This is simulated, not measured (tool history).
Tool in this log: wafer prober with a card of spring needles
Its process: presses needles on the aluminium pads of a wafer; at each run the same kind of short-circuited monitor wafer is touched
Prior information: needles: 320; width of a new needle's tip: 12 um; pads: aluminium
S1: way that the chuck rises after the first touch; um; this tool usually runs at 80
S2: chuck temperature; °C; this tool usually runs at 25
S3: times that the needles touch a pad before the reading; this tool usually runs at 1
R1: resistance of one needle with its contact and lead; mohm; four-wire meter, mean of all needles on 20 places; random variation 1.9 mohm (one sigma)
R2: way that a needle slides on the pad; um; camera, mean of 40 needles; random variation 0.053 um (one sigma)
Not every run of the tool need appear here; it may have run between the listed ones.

run,hour,S1,S2,S3,R1,R2
1,0,80,25,1,215,19.96
# hour 15.3: tips cleaned on abrasive film
2,24.2,80,77,1,255,19.93
# hour 35: tips cleaned on abrasive film
3,40.6,90,77,1,232,22.32
# hour 53.6: tips cleaned on abrasive film
4,59.5,80,25,1,219,19.85
# hour 71.9: tips cleaned on abrasive film
5,86.2,80,25,1,232,19.9
# hour 90.7: tips cleaned on abrasive film
6,105.3,89,25,1,227,22.05
# hour 110.8: tips cleaned on abrasive film
7,120.6,80,28,1,226,19.84
# hour 130.2: tips cleaned on abrasive film
8,141.9,89,87,2,229,21.9
# hour 149.3: tips cleaned on abrasive film
# hour 167.6: tips cleaned on abrasive film
9,167.6,89,87,2,215,22.05
# hour 178.9: tips cleaned on abrasive film, once more
10,184.2,89,87,2,222,21.89

Alternative continuations, all from the tool just after run 10; predict every row:
# hour 198.5: tips cleaned on abrasive film
A,214.5,80,110,1,?,?
# hour 198.5: tips cleaned on abrasive film
B,214.5,61,87,2,?,?
# hour 198.5: tips cleaned on abrasive film
C,214.5,78,25,1,?,?
# hour 198.5: tips cleaned on abrasive film
D,214.5,87,25,1,?,?
# hour 198.5: tips cleaned on abrasive film
E,214.5,80,30,1,?,?

run,R1,R2
A,251,19.64
B,248,14.98
C,238,19.21
D,232,21.35
E,237,19.73
Take away the tool's hidden state, keep each run's random variation, and the runs would have read:
run,R1,R2
A,219,19.92
B,219,15.26
C,201,19.5
D,201,21.63
E,201,20.01

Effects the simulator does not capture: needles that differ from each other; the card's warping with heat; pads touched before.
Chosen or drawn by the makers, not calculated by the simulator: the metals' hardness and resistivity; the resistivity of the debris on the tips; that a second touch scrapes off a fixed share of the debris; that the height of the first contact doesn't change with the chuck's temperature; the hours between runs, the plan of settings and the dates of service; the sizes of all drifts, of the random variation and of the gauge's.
